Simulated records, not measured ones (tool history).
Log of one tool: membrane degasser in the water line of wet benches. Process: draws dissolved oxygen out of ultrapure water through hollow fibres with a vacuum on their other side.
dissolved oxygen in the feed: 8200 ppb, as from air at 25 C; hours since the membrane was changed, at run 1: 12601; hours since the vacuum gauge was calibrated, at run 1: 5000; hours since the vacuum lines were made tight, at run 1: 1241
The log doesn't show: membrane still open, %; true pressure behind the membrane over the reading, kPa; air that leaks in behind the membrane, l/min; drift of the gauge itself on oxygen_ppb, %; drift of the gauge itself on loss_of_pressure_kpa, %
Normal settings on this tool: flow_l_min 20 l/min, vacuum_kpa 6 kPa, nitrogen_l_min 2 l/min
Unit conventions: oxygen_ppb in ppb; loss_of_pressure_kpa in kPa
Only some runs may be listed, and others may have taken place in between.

run    hour  flow_l_min  vacuum_kpa  nitrogen_l_min  hours since the membrane was changed  hours since the vacuum gauge was calibrated  hours since the vacuum lines were made tight  oxygen_ppb  loss_of_pressure_kpa
  1       0          20           6               2                                 12601                                         5000                                          1241        74.8                 30.32
  2   204.9          20           6               2                                 12806                                         5205                                          1446        74.1                 30.27
  3   401.9          20           6               2                                 13003                                         5402                                          1643        74.5                  30.4
  4   714.3          20        7.37               2                                 13316                                         5714                                          1956       105.7                 30.61
  5  1012.4          20           6               2                                 13614                                         6012                                          2254        74.2                 30.41
  6  1151.8          20           6               2                                 13753                                         6152                                          2393        74.9                 30.53
  7  1345.4          20           6            1.94                                 13947                                         6345                                          2587        76.7                 30.59
  8  1525.8          20           6            1.94                                 14127                                         6526                                          2767        76.6                 30.66
     1543.4  -- membrane cartridge changed
  9  1688.8          20           6            1.94                                   145                                         6685                                          2926          76                 30.61
 10  1937.9          20           6            1.94                                   394                                         6934                                          3175        75.2                 30.49
 11  2168.4          20           6            1.43                                   625                                         7164                                          3406        96.6                 30.63
     2182.8  -- vacuum gauge calibrated
 12  2380.1          27           6            1.43                                   836                                          197                                          3617       146.4                 41.24
 13  2534.3          27           6            1.43                                   990                                          351                                          3771       148.7                  41.4
 14    2776          20        4.42               2                                  1232                                          593                                          4013        36.5                 30.51
 15  3011.7          20        4.42               2                                  1468                                          829                                          4249        36.8                 30.57
 16  3211.7          20        4.42               2                                  1668                                         1029                                          4449        36.9                 30.92
 17  3443.3          20        4.42               2                                  1899                                         1260                                          4680        36.2                  30.8
 18  3724.1          12        9.08            1.63                                  2180                                         1541                                          4961       104.7                 18.39
     3753.4  -- seals of the vacuum lines changed
 19  3958.5          12        9.08            1.63                                  2413                                         1774                                           205       101.5                 18.56
 20  4151.7          18           6            5.98                                  2606                                         1967                                           398        24.9                 27.73
 21  4446.8          18           6            5.98                                  2901                                         2262                                           693          25                 27.98
 22  4698.5          18           6            5.98                                  3153                                         2514                                           945        25.2                 27.73
 23  4856.2          30       12.42            1.34                                  3310                                         2671                                          1103       477.9                 46.43
 24  5105.5          30       12.42            1.34                                  3560                                         2921                                          1352       474.1                 46.59
 25  5248.9          25       12.42            3.75                                  3703                                         3064                                          1496       167.7                 38.54
 26  5439.6          12        6.01             1.3                                  3894                                         3255                                          1686        61.4                 18.71
 27  5601.3          20        8.24            2.29                                  4055                                         3417                                          1848       110.9                 31.02
 28  5733.6          30        8.02            4.33                                  4188                                         3549                                          1980         129                 46.35
 29    5876          28        12.4             2.3                                  4330                                         3691                                          2123       289.6                 43.37
 30  6046.4          16        4.48            2.76                                  4501                                         3862                                          2293        20.7                 24.95
 31  6274.6          20       11.52            1.67                                  4729                                         4090                                          2521       235.8                 31.29
 32  6538.1          20       11.52            1.67                                  4992                                         4353                                          2785         232                 31.38

How would selected steps in loss_of_pressure_kpa from run to run divide? Give the signed amount a tool lacking its hidden state would still show from settings, what came in and random variation, and the signed amount left for the hidden state, including any gauge scatter that is not in both of the compared results.
Run 22 -> 23: flow_l_min 18 -> 30, vacuum_kpa 6 -> 12.42, nitrogen_l_min 5.98 -> 1.34. loss_of_pressure_kpa +18.7 kPa: hidden state +0.38, all else +18.32.
Run 25 -> 26: flow_l_min 25 -> 12, vacuum_kpa 12.42 -> 6.01, nitrogen_l_min 3.75 -> 1.3. loss_of_pressure_kpa -19.83 kPa: hidden state -0.38, all else -19.45.
Run 29 -> 30: flow_l_min 28 -> 16, vacuum_kpa 12.4 -> 4.48, nitrogen_l_min 2.3 -> 2.76. loss_of_pressure_kpa -18.42 kPa: hidden state -0.41, all else -18.01.
